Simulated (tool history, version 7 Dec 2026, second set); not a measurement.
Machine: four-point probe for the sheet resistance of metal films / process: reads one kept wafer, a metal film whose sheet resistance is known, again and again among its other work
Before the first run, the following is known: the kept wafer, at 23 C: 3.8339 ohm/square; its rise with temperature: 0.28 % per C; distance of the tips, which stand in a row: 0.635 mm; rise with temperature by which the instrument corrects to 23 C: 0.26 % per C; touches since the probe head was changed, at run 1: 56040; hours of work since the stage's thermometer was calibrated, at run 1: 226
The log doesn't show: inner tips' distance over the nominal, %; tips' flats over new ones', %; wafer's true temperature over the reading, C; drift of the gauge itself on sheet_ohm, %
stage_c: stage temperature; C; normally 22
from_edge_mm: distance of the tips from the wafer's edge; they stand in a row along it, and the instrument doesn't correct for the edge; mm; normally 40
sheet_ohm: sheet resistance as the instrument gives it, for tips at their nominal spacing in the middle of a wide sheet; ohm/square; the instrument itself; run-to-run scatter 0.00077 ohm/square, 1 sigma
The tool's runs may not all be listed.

run	day	stage_c	from_edge_mm	touches since the probe head was changed	hours of work since the stage's thermometer was calibrated	sheet_ohm
1	0	22	40	56040	226	3.838795
2	1.333	22	40	56787	239	3.83911
3	2.725	22	39	57565	253	3.839587
4	4.183	22	39	58380	267	3.839313
5	6.092	22	39	59449	286	3.84123
6	8.542	22	39	60820	310	3.841123
7	10.588	22	39	61966	330	3.842786
8	12.746	22	40	63174	351	3.840524
9	14.254	22	40	64016	366	3.840447
10	15.408	28	40	64663	377	3.845242
11	18.229	21	13	66241	405	3.845323
12	20.642	24	18	67593	428	3.844667
13	22.938	27	6	68877	451	3.86765
# day 23.117: stage's thermometer calibrated
14	24.5	18	3	69739	14	3.927999
15	26.721	23	28	70983	35	3.842561
16	29.538	29	10	72559	63	3.854673
17	31.321	26	12	73556	80	3.847622
18	33.042	29	11	74521	97	3.852328
19	35.275	25	8	75769	119	3.855996
20	37.083	24	69	76782	137	3.843302

Here are 5 independent what-if runs from the current tool condition. What would each one return?
A	38.342	34	23	77487	149	?
B	38.342	23	4	77487	149	?
C	38.342	29	68	77487	149	?
D	38.342	24	37	77487	149	?
E	38.342	22	16	77487	149	?

run	sheet_ohm
A	3.850287
B	3.89332
C	3.84701
D	3.842776
E	3.844891
Without the tool's hidden state the same runs would have given:
run	sheet_ohm
A	3.842287
B	3.885349
C	3.839063
D	3.834887
E	3.837018
